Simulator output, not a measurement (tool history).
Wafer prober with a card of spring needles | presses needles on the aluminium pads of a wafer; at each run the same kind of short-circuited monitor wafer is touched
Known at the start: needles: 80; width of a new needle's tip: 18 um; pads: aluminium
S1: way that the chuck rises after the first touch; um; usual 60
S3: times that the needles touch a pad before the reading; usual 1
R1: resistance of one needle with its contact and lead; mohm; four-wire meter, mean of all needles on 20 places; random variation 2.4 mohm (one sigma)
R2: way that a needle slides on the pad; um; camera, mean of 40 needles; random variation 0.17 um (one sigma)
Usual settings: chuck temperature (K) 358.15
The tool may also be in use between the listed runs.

run 1 hour=0.0 | S1=60 chuck_temperature_(K)=358.15 S3=1 | R1=309 R2=16.30
-- hour=2.5 tips cleaned on abrasive film
-- hour=9.8 tips cleaned on abrasive film
run 2 hour=14.8 | S1=60 chuck_temperature_(K)=358.15 S3=1 | R1=312 R2=16.19
-- hour=16.4 tips cleaned on abrasive film
-- hour=23.1 tips cleaned on abrasive film
run 3 hour=27.1 | S1=60 chuck_temperature_(K)=358.15 S3=1 | R1=304 R2=16.10
-- hour=29.7 tips cleaned on abrasive film
-- hour=37.4 tips cleaned on abrasive film
-- hour=44.3 tips cleaned on abrasive film
run 4 hour=44.3 | S1=60 chuck_temperature_(K)=358.15 S3=1 | R1=280 R2=16.36
-- hour=51.8 tips cleaned on abrasive film
-- hour=58.9 tips cleaned on abrasive film
run 5 hour=62.2 | S1=45 chuck_temperature_(K)=358.15 S3=1 | R1=325 R2=11.84
-- hour=65.3 tips cleaned on abrasive film
-- hour=71.6 tips cleaned on abrasive film
-- hour=78.0 tips cleaned on abrasive film
run 6 hour=79.7 | S1=60 chuck_temperature_(K)=315.15 S3=1 | R1=280 R2=15.71
-- hour=85.4 tips cleaned on abrasive film
-- hour=92.1 tips cleaned on abrasive film
run 7 hour=98.0 | S1=60 chuck_temperature_(K)=315.15 S3=1 | R1=312 R2=15.89
-- hour=99.4 tips cleaned on abrasive film
-- hour=106.5 tips cleaned on abrasive film
-- hour=114.2 tips cleaned on abrasive film
run 8 hour=117.1 | S1=50 chuck_temperature_(K)=358.15 S3=1 | R1=310 R2=13.03
-- hour=121.6 tips cleaned on abrasive film
-- hour=129.0 tips cleaned on abrasive film
-- hour=135.3 tips cleaned on abrasive film
run 9 hour=135.3 | S1=50 chuck_temperature_(K)=358.15 S3=1 | R1=288 R2=12.93
-- hour=142.5 tips cleaned on abrasive film
-- hour=148.9 tips cleaned on abrasive film
-- hour=156.0 tips cleaned on abrasive film
run 10 hour=156.0 | S1=60 chuck_temperature_(K)=358.15 S3=1 | R1=284 R2=15.54
-- hour=162.6 tips cleaned on abrasive film
-- hour=169.9 tips cleaned on abrasive film
-- hour=177.1 tips cleaned on abrasive film
run 11 hour=178.5 | S1=60 chuck_temperature_(K)=358.15 S3=1 | R1=294 R2=15.92
-- hour=184.2 tips cleaned on abrasive film
-- hour=191.2 tips cleaned on abrasive film
-- hour=198.3 tips cleaned on abrasive film
run 12 hour=198.3 | S1=60 chuck_temperature_(K)=358.15 S3=1 | R1=279 R2=15.70
-- hour=205.8 tips cleaned on abrasive film
-- hour=213.0 tips cleaned on abrasive film
run 13 hour=214.7 | S1=60 chuck_temperature_(K)=358.15 S3=1 | R1=293 R2=15.83
-- hour=220.6 tips cleaned on abrasive film
-- hour=228.2 tips cleaned on abrasive film
run 14 hour=228.5 | S1=60 chuck_temperature_(K)=358.15 S3=2 | R1=284 R2=15.91
-- hour=235.4 tips cleaned on abrasive film
-- hour=238.3 height of the first contact set anew
-- hour=242.2 tips cleaned on abrasive film
-- hour=248.4 tips cleaned on abrasive film
run 15 hour=248.4 | S1=55 chuck_temperature_(K)=330.15 S3=1 | R1=275 R2=15.43
-- hour=255.4 tips cleaned on abrasive film
-- hour=262.2 tips cleaned on abrasive film
-- hour=268.8 tips cleaned on abrasive film
run 16 hour=271.5 | S1=60 chuck_temperature_(K)=358.15 S3=2 | R1=294 R2=17.08
-- hour=275.7 tips cleaned on abrasive film
run 17 hour=281.6 | S1=60 chuck_temperature_(K)=348.15 S3=1 | R1=318 R2=16.71
-- hour=282.8 tips cleaned on abrasive film
-- hour=290.1 tips cleaned on abrasive film
run 18 hour=293.3 | S1=50 chuck_temperature_(K)=386.15 S3=3 | R1=306 R2=13.88
-- hour=297.2 tips cleaned on abrasive film
-- hour=304.7 tips cleaned on abrasive film
-- hour=311.4 tips cleaned on abrasive film
run 19 hour=316.7 | S1=76 chuck_temperature_(K)=358.15 S3=1 | R1=300 R2=21.00
-- hour=318.3 tips cleaned on abrasive film
-- hour=325.9 tips cleaned on abrasive film
-- hour=333.1 tips cleaned on abrasive film
-- hour=340.5 tips cleaned on abrasive film
run 20 hour=341.6 | S1=50 chuck_temperature_(K)=357.15 S3=1 | R1=295 R2=13.55
-- hour=347.4 tips cleaned on abrasive film
-- hour=354.5 tips cleaned on abrasive film
-- hour=361.1 tips cleaned on abrasive film
run 21 hour=361.1 | S1=60 chuck_temperature_(K)=331.15 S3=1 | R1=274 R2=16.60
-- hour=368.0 tips cleaned on abrasive film
-- hour=375.4 tips cleaned on abrasive film
run 22 hour=380.1 | S1=60 chuck_temperature_(K)=300.15 S3=1 | R1=300 R2=16.35
-- hour=381.7 tips cleaned on abrasive film
-- hour=389.4 tips cleaned on abrasive film
run 23 hour=393.5 | S1=60 chuck_temperature_(K)=342.15 S3=1 | R1=303 R2=16.60
-- hour=396.4 tips cleaned on abrasive film
-- hour=403.2 tips cleaned on abrasive film
-- hour=410.3 tips cleaned on abrasive film
run 24 hour=410.9 | S1=60 chuck_temperature_(K)=303.15 S3=1 | R1=276 R2=16.52
-- hour=417.0 tips cleaned on abrasive film
-- hour=424.2 tips cleaned on abrasive film
-- hour=431.5 tips cleaned on abrasive film
run 25 hour=434.0 | S1=42 chuck_temperature_(K)=303.15 S3=1 | R1=313 R2=11.21
-- hour=438.2 tips cleaned on abrasive film
-- hour=444.8 tips cleaned on abrasive film
run 26 hour=447.6 | S1=43 chuck_temperature_(K)=298.15 S3=1 | R1=317 R2=11.54
-- hour=451.6 tips cleaned on abrasive film
-- hour=458.7 tips cleaned on abrasive film
-- hour=466.1 tips cleaned on abrasive film
run 27 hour=466.6 | S1=54 chuck_temperature_(K)=318.15 S3=1 | R1=274 R2=14.74
-- hour=473.0 tips cleaned on abrasive film
-- hour=479.8 tips cleaned on abrasive film
-- hour=486.9 tips cleaned on abrasive film
run 28 hour=488.0 | S1=54 chuck_temperature_(K)=318.15 S3=1 | R1=286 R2=14.56

Forecast each of these 3 alternatives for the next run:
-- hour=494.0 tips cleaned on abrasive film
-- hour=500.6 tips cleaned on abrasive film
-- hour=506.7 tips cleaned on abrasive film
run A hour=512.4 | S1=51 chuck_temperature_(K)=376.15 S3=1 | R1=? R2=?
-- hour=494.0 tips cleaned on abrasive film
-- hour=500.6 tips cleaned on abrasive film
-- hour=506.7 tips cleaned on abrasive film
run B hour=512.4 | S1=59 chuck_temperature_(K)=388.15 S3=3 | R1=? R2=?
-- hour=494.0 tips cleaned on abrasive film
-- hour=500.6 tips cleaned on abrasive film
-- hour=506.7 tips cleaned on abrasive film
run C hour=512.4 | S1=65 chuck_temperature_(K)=383.15 S3=2 | R1=? R2=?

run=A R1=333 R2=13.55
run=B R1=301 R2=16.03
run=C R1=304 R2=17.60
Without the tool's hidden state the same runs would have given:
run=A R1=280 R2=14.15
run=B R1=285 R2=16.63
run=C R1=283 R2=18.20

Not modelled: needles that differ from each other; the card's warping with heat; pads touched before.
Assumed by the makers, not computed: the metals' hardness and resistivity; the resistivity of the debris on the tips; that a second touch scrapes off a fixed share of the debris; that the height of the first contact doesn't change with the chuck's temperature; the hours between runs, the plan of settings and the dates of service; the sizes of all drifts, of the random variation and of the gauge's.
